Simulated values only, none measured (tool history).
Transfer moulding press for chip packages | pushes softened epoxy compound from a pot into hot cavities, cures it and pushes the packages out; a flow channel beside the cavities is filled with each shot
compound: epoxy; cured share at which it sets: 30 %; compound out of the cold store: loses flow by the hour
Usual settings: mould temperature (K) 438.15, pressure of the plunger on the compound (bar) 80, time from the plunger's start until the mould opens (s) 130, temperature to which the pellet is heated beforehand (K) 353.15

run	hour	mould temperature (K)	pressure of the plunger on the compound (bar)	time from the plunger's start until the mould opens (s)	temperature to which the pellet is heated beforehand (K)	incoming compound's hours out of the cold store	length that the compound runs in the flow channel (mm)	greatest force on the pins that push the packages out (N)
1	0	438.15	80	130	353.15	42.3	502	278
# hour 30.1: cavities cleaned with cleaning compound and waxed
2	31	438.15	80	130	355.15	36.1	522	250
3	62.3	438.15	80	130	355.15	24.8	552	289
# hour 101.8: cavities cleaned with cleaning compound and waxed
4	108.3	438.15	80	130	353.15	45.6	485	263
# hour 124.2: plunger's sealing rings changed
5	137.1	438.15	80	130	353.15	37.4	570	287
6	161	441.15	80	130	353.15	27.6	594	265
# hour 174.9: cavities cleaned with cleaning compound and waxed
7	181.9	441.15	80	130	353.15	48	527	213
8	209.4	441.15	80	130	353.15	10	662	257
# hour 247.4: cavities cleaned with cleaning compound and waxed
9	248	441.15	80	130	353.15	12.8	640	220
10	279.7	441.15	80	159	353.15	26.1	594	221
# hour 317.7: cavities cleaned with cleaning compound and waxed
11	325.5	441.15	80	159	353.15	44.6	526	197
12	350.3	441.15	80	159	353.15	45.6	517	221
# hour 388.8: cavities cleaned with cleaning compound and waxed
13	393.4	441.15	80	159	353.15	37.9	540	199
14	426.8	443.15	80	168	357.15	9.8	634	235
# hour 461.2: cavities cleaned with cleaning compound and waxed
15	465.8	444.15	82.5	160	346.15	13.9	622	202
16	497.1	444.15	80	130	353.15	23.6	570	229
# hour 533.9: cavities cleaned with cleaning compound and waxed
17	537.2	435.15	92.8	144	359.15	11.9	685	267
18	573.9	437.15	62.3	169	344.15	11.1	555	234
19	601.7	443.15	75.6	135	344.15	24.4	550	258
# hour 605.9: cavities cleaned with cleaning compound and waxed
20	633.2	445.15	80	126	361.15	9.1	607	216
21	668.7	445.15	80	126	361.15	14.6	585	250
# hour 677.4: cavities cleaned with cleaning compound and waxed
22	707.3	438.15	62.4	130	343.15	38.1	460	276
# hour 747.8: cavities cleaned with cleaning compound and waxed
23	748.8	438.15	62.4	130	343.15	27.2	483	248

3 ways to go on from here, each from the tool as it stands after run 23. What would each give?
A	775.5	438.15	72.1	150	353.15	29.3	?	?
B	775.5	435.15	62.4	159	343.15	23.2	?	?
C	775.5	438.15	73	130	353.15	45.6	?	?

run	length that the compound runs in the flow channel (mm)	greatest force on the pins that push the packages out (N)
A	515	230
B	508	261
C	471	275
Without the tool's hidden state the same runs would have given:
run	length that the compound runs in the flow channel (mm)	greatest force on the pins that push the packages out (N)
A	573	197
B	565	224
C	524	235
